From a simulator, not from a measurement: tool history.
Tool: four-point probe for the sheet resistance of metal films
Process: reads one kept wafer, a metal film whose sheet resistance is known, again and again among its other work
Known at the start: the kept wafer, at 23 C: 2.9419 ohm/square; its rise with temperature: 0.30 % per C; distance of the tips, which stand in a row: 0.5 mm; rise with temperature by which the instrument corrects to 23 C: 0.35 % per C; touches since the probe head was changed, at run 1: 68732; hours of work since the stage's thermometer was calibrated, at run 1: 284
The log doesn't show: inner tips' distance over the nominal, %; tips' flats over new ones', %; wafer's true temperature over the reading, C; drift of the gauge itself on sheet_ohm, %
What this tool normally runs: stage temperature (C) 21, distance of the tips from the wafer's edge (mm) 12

| run | hour | stage temperature (C) | distance of the tips from the wafer's edge (mm) | touches since the probe head was changed | hours of work since the stage's thermometer was calibrated | sheet resistance as the instrument gives it (ohm/square) |
|---|---|---|---|---|---|---|
| 1 | 0.0 | 21 | 12 | 68732 | 284 | 2.943255 |
| 2 | 23.1 | 21 | 33 | 70295 | 302 | 2.941097 |
| 3 | 37.8 | 21 | 7 | 71285 | 313 | 2.948980 |
| 4 | 61.0 | 21 | 7 | 72856 | 331 | 2.948580 |
| 5 | 87.6 | 21 | 12 | 74653 | 351 | 2.943244 |
| 6 | 111.2 | 21 | 12 | 76246 | 369 | 2.943566 |
| 7 | 129.7 | 21 | 12 | 77497 | 383 | 2.943894 |
| 8 | 144.3 | 21 | 12 | 78481 | 394 | 2.944260 |
| 9 | 158.6 | 22 | 12 | 79449 | 405 | 2.942913 |
| 10 | 174.8 | 28 | 12 | 80546 | 418 | 2.934622 |
| 11 | 192.9 | 28 | 12 | 81769 | 431 | 2.934629 |
| 12 | 206.8 | 21 | 12 | 82707 | 442 | 2.944342 |
| 13 | 219.3 | 21 | 12 | 83551 | 452 | 2.943104 |
| 14 | 237.1 | 27 | 4 | 84757 | 465 | 2.957306 |
| 15 | 257.3 | 23 | 43 | 86122 | 481 | 2.938790 |
| 16 | 280.5 | 23 | 43 | 87692 | 499 | 2.939098 |
| 17 | 291.6 | 23 | 3 | 88437 | 507 | 2.981687 |
| 18 | 314.1 | 23 | 3 | 89958 | 524 | 2.983172 |
| 19 | 336.4 | 23 | 3 | 91468 | 541 | 2.981849 |
| 20 | 360.6 | 20 | 6 | 93103 | 560 | 2.953799 |
| 21 | 372.1 | 27 | 18 | 93883 | 569 | 2.934788 |
| 22 | 390.1 | 21 | 4 | 95094 | 582 | 2.965688 |
| 23 | 409.5 | 21 | 4 | 96407 | 597 | 2.965122 |
| 24 | 436.2 | 18 | 5 | 98214 | 618 | 2.960603 |
| 25 | 448.0 | 18 | 5 | 99014 | 627 | 2.962280 |
| 26 | 466.8 | 21 | 4 | 100282 | 641 | 2.966538 |

Predict each of these 5 candidate next runs independently; none follows another, all start after run 26:
| A | 481.2 | 23 | 4 | 101253 | 652 | ? |
| B | 481.2 | 21 | 42 | 101253 | 652 | ? |
| C | 481.2 | 20 | 20 | 101253 | 652 | ? |
| D | 481.2 | 25 | 12 | 101253 | 652 | ? |
| E | 481.2 | 19 | 14 | 101253 | 652 | ? |

| run | sheet resistance as the instrument gives it (ohm/square) |
|---|---|
| A | 2.963991 |
| B | 2.941546 |
| C | 2.944469 |
| D | 2.939370 |
| E | 2.946723 |
Take away the tool's hidden state, keep each run's random variation, and the runs would have read:
| run | sheet resistance as the instrument gives it (ohm/square) |
|---|---|
| A | 2.966680 |
| B | 2.944234 |
| C | 2.947170 |
| D | 2.942018 |
| E | 2.949436 |
